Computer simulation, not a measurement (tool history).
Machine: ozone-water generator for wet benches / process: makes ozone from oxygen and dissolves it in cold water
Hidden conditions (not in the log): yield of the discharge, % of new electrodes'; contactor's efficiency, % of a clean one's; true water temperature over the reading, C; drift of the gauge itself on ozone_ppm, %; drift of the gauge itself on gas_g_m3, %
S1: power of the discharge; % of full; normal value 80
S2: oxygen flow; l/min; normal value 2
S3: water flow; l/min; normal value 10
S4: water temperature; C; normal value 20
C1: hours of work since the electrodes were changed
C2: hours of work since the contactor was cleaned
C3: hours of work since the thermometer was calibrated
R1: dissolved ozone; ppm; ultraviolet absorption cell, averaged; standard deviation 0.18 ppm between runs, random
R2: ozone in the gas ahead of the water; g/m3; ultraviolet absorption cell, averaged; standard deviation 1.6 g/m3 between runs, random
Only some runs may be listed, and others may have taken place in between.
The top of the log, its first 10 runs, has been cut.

run 11 hour=707.5 | S1=80 S2=2 S3=12 S4=20 | C1=4228 C2=4481 C3=161 | R1=21 R2=312.3
run 12 hour=805 | S1=80 S2=2 S3=12 S4=20 | C1=4310 C2=4563 C3=243 | R1=21 R2=316
run 13 hour=906.2 | S1=80 S2=2 S3=10 S4=20 | C1=4395 C2=4648 C3=327 | R1=24.2 R2=311.6
run 14 hour=1005.9 | S1=80 S2=2 S3=7 S4=20 | C1=4478 C2=4731 C3=411 | R1=31.2 R2=312.8
-- hour=1092.8 contactor cleaned
run 15 hour=1092.8 | S1=80 S2=2 S3=7 S4=20 | C1=4548 C2=0 C3=480 | R1=31 R2=312.1
run 16 hour=1186.1 | S1=80 S2=2 S3=13 S4=23 | C1=4626 C2=78 C3=559 | R1=18.9 R2=314.5
run 17 hour=1252.6 | S1=52 S2=2 S3=12 S4=13 | C1=4682 C2=134 C3=614 | R1=15.1 R2=212.1
run 18 hour=1322.7 | S1=49 S2=2 S3=7 S4=27 | C1=4741 C2=193 C3=673 | R1=18 R2=200.9
run 19 hour=1407.2 | S1=80 S2=2.09 S3=10 S4=20 | C1=4811 C2=264 C3=744 | R1=24.5 R2=308.8
run 20 hour=1455 | S1=50 S2=2.12 S3=10 S4=13 | C1=4852 C2=304 C3=784 | R1=17.3 R2=200.4
run 21 hour=1527.8 | S1=52 S2=2.3 S3=10 S4=25 | C1=4913 C2=365 C3=845 | R1=15.8 R2=201
run 22 hour=1592.5 | S1=52 S2=2.3 S3=10 S4=25 | C1=4967 C2=419 C3=899 | R1=15.5 R2=202.8
run 23 hour=1700.9 | S1=89 S2=3.6 S3=10 S4=25 | C1=5058 C2=510 C3=990 | R1=26.4 R2=280.3
run 24 hour=1757.2 | S1=89 S2=3.6 S3=10 S4=25 | C1=5105 C2=557 C3=1037 | R1=26.7 R2=282.5
run 25 hour=1814.5 | S1=89 S2=3.6 S3=10 S4=25 | C1=5153 C2=605 C3=1085 | R1=26.4 R2=279.6
run 26 hour=1861.6 | S1=80 S2=2.64 S3=10 S4=20 | C1=5192 C2=644 C3=1125 | R1=25.4 R2=284.5
run 27 hour=1921.6 | S1=80 S2=2.64 S3=10 S4=20 | C1=5243 C2=695 C3=1175 | R1=25.2 R2=284.4
run 28 hour=2017.4 | S1=80 S2=2.64 S3=10 S4=20 | C1=5323 C2=775 C3=1256 | R1=25.5 R2=285.4
run 29 hour=2067.3 | S1=80 S2=2.64 S3=10 S4=18 | C1=5365 C2=817 C3=1297 | R1=26.2 R2=287.4
run 30 hour=2134.1 | S1=80 S2=2.64 S3=10 S4=18 | C1=5421 C2=873 C3=1353 | R1=26.3 R2=285.6

What if the next run were any one of these 4? Each begins from the tool's condition after run 30:
run A hour=2237.2 | S1=80 S2=2.68 S3=10 S4=18 | C1=5507 C2=959 C3=1440 | R1=? R2=?
run B hour=2237.2 | S1=53 S2=3.27 S3=10 S4=18 | C1=5507 C2=959 C3=1440 | R1=? R2=?
run C hour=2237.2 | S1=57 S2=2.64 S3=12 S4=21 | C1=5507 C2=959 C3=1440 | R1=? R2=?
run D hour=2237.2 | S1=80 S2=1.17 S3=12 S4=20 | C1=5507 C2=959 C3=1440 | R1=? R2=?

run=A R1=26.4 R2=283
run=B R1=18.3 R2=181.2
run=C R1=16.1 R2=210.3
run=D R1=17.4 R2=384.6
Stripped of hidden state, with their random variation kept, the same runs would have yielded:
run=A R1=26.4 R2=277.5
run=B R1=18.3 R2=177.6
run=C R1=16.1 R2=206.1
run=D R1=17.5 R2=377
